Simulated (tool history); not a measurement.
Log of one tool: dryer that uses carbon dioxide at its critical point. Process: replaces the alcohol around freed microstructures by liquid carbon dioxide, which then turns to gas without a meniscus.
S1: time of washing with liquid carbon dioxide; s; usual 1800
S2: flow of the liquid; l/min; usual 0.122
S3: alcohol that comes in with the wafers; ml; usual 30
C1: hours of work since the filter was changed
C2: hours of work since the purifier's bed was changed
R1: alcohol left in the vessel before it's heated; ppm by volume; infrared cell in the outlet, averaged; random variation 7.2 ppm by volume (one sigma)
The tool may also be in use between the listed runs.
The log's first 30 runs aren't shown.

run	day	S1	S2	S3	C1	C2	R1
31	18.129	1140	0.198	30	54	319	456
32	18.833	1860	0.114	30	59	324	622
33	19.388	2160	0.143	30	63	328	159
34	20.179	2700	0.143	26	69	334	113
35	20.746	1800	0.112	30	73	338	819
36	21.154	1620	0.081	30	76	341	3514
37	21.888	1620	0.081	30	81	347	3571
38	22.375	1620	0.081	30	85	350	3592
39	23.204	2220	0.142	28	91	356	183
40	23.900	2520	0.169	22	96	361	134
41	24.288	2520	0.169	22	98	364	130
42	24.912	2520	0.169	22	103	369	128
43	25.421	1500	0.099	52	107	372	4414
44	25.925	1500	0.197	75	110	376	374
45	26.375	1800	0.079	30	114	379	3101
46	27.079	1800	0.191	57	119	384	201
47	27.929	1800	0.191	57	125	390	190
48	28.504	1800	0.149	30	129	395	330

3 ways to go on from here, each from the tool as it stands after run 48. What would each give?
A	29.158	1800	0.149	59	134	399	?
B	29.158	1320	0.149	49	134	399	?
C	29.158	2040	0.132	30	134	399	?

run	R1
A	543
B	1626
C	338
Without the tool's hidden state the same runs would have given:
run	R1
A	212
B	910
C	106

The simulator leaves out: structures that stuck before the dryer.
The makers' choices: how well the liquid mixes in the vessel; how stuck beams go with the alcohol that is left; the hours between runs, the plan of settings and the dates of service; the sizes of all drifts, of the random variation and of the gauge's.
